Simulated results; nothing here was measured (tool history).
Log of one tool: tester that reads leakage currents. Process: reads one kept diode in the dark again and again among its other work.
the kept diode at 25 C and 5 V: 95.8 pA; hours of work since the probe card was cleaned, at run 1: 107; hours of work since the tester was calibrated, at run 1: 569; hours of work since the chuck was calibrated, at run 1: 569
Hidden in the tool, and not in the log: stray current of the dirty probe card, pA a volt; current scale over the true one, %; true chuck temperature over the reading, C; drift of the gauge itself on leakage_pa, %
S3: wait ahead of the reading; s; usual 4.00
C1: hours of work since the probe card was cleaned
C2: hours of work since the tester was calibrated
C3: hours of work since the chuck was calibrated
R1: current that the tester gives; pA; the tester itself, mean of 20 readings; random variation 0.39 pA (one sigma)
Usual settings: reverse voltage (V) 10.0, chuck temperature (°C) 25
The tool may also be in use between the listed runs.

Run 1, day 0.000: usual settings; C1 107; C2 569; C3 569. Result: R1 113.81 pA.
Run 2, day 2.700: usual settings but S3 1.78 s; C1 135; C2 596; C3 596. Result: R1 114.22 pA.
Run 3, day 7.758: usual settings; C1 188; C2 649; C3 649. Result: R1 111.42 pA.
Run 4, day 10.225: usual settings; C1 213; C2 674; C3 674. Result: R1 111.22 pA.
At day 11.738: chuck's temperature calibrated.
Run 5, day 14.946: usual settings but chuck temperature (°C) 56; C1 261; C2 722; C3 33. Result: R1 992.55 pA.
Run 6, day 18.733: usual settings but chuck temperature (°C) 56; C1 300; C2 761; C3 72. Result: R1 986.08 pA.
Run 7, day 24.038: usual settings but chuck temperature (°C) 56; C1 355; C2 816; C3 127. Result: R1 965.91 pA.
Run 8, day 29.921: usual settings but chuck temperature (°C) 43; C1 415; C2 876; C3 188. Result: R1 427.61 pA.
Run 9, day 34.346: usual settings but chuck temperature (°C) 43; C1 461; C2 922; C3 233. Result: R1 424.30 pA.
Run 10, day 38.954: usual settings but S3 1.69 s; C1 509; C2 970; C3 281. Result: R1 123.07 pA.
Run 11, day 44.717: usual settings; C1 568; C2 1029; C3 340. Result: R1 121.50 pA.
At day 45.275: probe card cleaned and baked.
Run 12, day 47.858: usual settings but S3 0.60 s; C1 27; C2 1060; C3 371. Result: R1 124.34 pA.
Run 13, day 52.346: usual settings but S3 0.60 s; C1 73; C2 1107; C3 418. Result: R1 124.34 pA.
Run 14, day 57.062: usual settings but chuck temperature (°C) 22, S3 0.60 s; C1 122; C2 1155; C3 466. Result: R1 99.84 pA.
At day 58.525: probe card cleaned and baked, once more.
Run 15, day 61.996: usual settings; C1 36; C2 1205; C3 516. Result: R1 115.41 pA.
Run 16, day 66.262: usual settings; C1 80; C2 1249; C3 560. Result: R1 113.66 pA.
Run 17, day 68.808: usual settings; C1 106; C2 1275; C3 586. Result: R1 113.04 pA.
Run 18, day 72.017: usual settings; C1 139; C2 1308; C3 620. Result: R1 112.21 pA.
Run 19, day 75.546: usual settings; C1 176; C2 1345; C3 656. Result: R1 111.94 pA.
At day 78.479: chuck's temperature calibrated.
Run 20, day 81.379: usual settings but S3 2.23 s; C1 235; C2 1404; C3 30. Result: R1 128.17 pA.
Run 21, day 85.992: usual settings but reverse voltage (V) 1.0, S3 5.54 s; C1 283; C2 1452; C3 78. Result: R1 46.64 pA.
Run 22, day 91.388: usual settings but reverse voltage (V) 2.9, chuck temperature (°C) 40, S3 3.14 s; C1 338; C2 1507; C3 133. Result: R1 207.34 pA.
Run 23, day 96.542: usual settings but reverse voltage (V) 1.1, chuck temperature (°C) 21, S3 3.14 s; C1 392; C2 1561; C3 186. Result: R1 35.21 pA.
Run 24, day 101.338: usual settings but reverse voltage (V) 1.8, chuck temperature (°C) 21, S3 0.73 s; C1 441; C2 1610; C3 236. Result: R1 43.73 pA.
Run 25, day 104.908: usual settings but reverse voltage (V) 1.8, chuck temperature (°C) 21, S3 0.73 s; C1 478; C2 1647; C3 273. Result: R1 43.26 pA.
Run 26, day 110.012: usual settings but reverse voltage (V) 1.8, chuck temperature (°C) 21, S3 0.73 s; C1 530; C2 1700; C3 325. Result: R1 42.74 pA.
Run 27, day 115.067: usual settings but reverse voltage (V) 3.2, chuck temperature (°C) 37, S3 0.63 s; C1 583; C2 1752; C3 378. Result: R1 168.08 pA.
Run 28, day 120.067: usual settings but reverse voltage (V) 1.3, chuck temperature (°C) 56, S3 1.74 s; C1 634; C2 1803; C3 429. Result: R1 379.37 pA.
Run 29, day 122.508: usual settings but reverse voltage (V) 1.3, chuck temperature (°C) 56, S3 1.74 s; C1 659; C2 1829; C3 454. Result: R1 376.20 pA.
Run 30, day 125.712: usual settings but reverse voltage (V) 7.9, chuck temperature (°C) 29, S3 2.77 s; C1 693; C2 1862; C3 487. Result: R1 140.20 pA.
Run 31, day 130.608: usual settings; C1 743; C2 1912; C3 538. Result: R1 115.29 pA.
Run 32, day 133.042: usual settings; C1 768; C2 1937; C3 563. Result: R1 114.38 pA.
Run 33, day 138.900: usual settings; C1 829; C2 1998; C3 624. Result: R1 113.51 pA.
Run 34, day 143.750: usual settings; C1 879; C2 2048; C3 674. Result: R1 112.35 pA.
At day 145.200: chuck's temperature calibrated.
Run 35, day 147.738: usual settings; C1 919; C2 2088; C3 26. Result: R1 128.15 pA.
Run 36, day 152.942: usual settings; C1 973; C2 2142; C3 80. Result: R1 127.21 pA.
At day 157.583: tester calibrated.
Run 37, day 158.671: usual settings; C1 1031; C2 11; C3 138. Result: R1 128.70 pA.
Run 38, day 161.125: usual settings; C1 1056; C2 37; C3 163. Result: R1 127.69 pA.
Run 39, day 165.433: usual settings but reverse voltage (V) 12.8, chuck temperature (°C) 37, S3 0.57 s; C1 1101; C2 81; C3 208. Result: R1 331.39 pA.

Hidden state or all else? Some run-to-run changes of R1, split into what the settings, what came in and random variation would give without the hidden state, and what is left for the hidden state (with any gauge scatter that isn't in both results):
Run 4 -> 5: chuck temperature (°C) 25 -> 56, chuck's temperature calibrated. R1 +881.33 pA: hidden state +7.58, all else +873.75.
Run 7 -> 8: chuck temperature (°C) 56 -> 43. R1 -538.30 pA: hidden state +10.15, all else -548.45.
Run 9 -> 10: chuck temperature (°C) 43 -> 25, S3 4.00 -> 1.69. R1 -301.23 pA: hidden state +14.12, all else -315.35.
Run 27 -> 28: reverse voltage (V) 3.2 -> 1.3, chuck temperature (°C) 37 -> 56, S3 0.63 -> 1.74. R1 +211.29 pA: hidden state -21.69, all else +232.98.
Run 29 -> 30: reverse voltage (V) 1.3 -> 7.9, chuck temperature (°C) 56 -> 29, S3 1.74 -> 2.77. R1 -236.00 pA: hidden state +22.49, all else -258.49.
Run 34 -> 35: chuck's temperature calibrated. R1 +15.80 pA: hidden state +16.28, all else -0.48.

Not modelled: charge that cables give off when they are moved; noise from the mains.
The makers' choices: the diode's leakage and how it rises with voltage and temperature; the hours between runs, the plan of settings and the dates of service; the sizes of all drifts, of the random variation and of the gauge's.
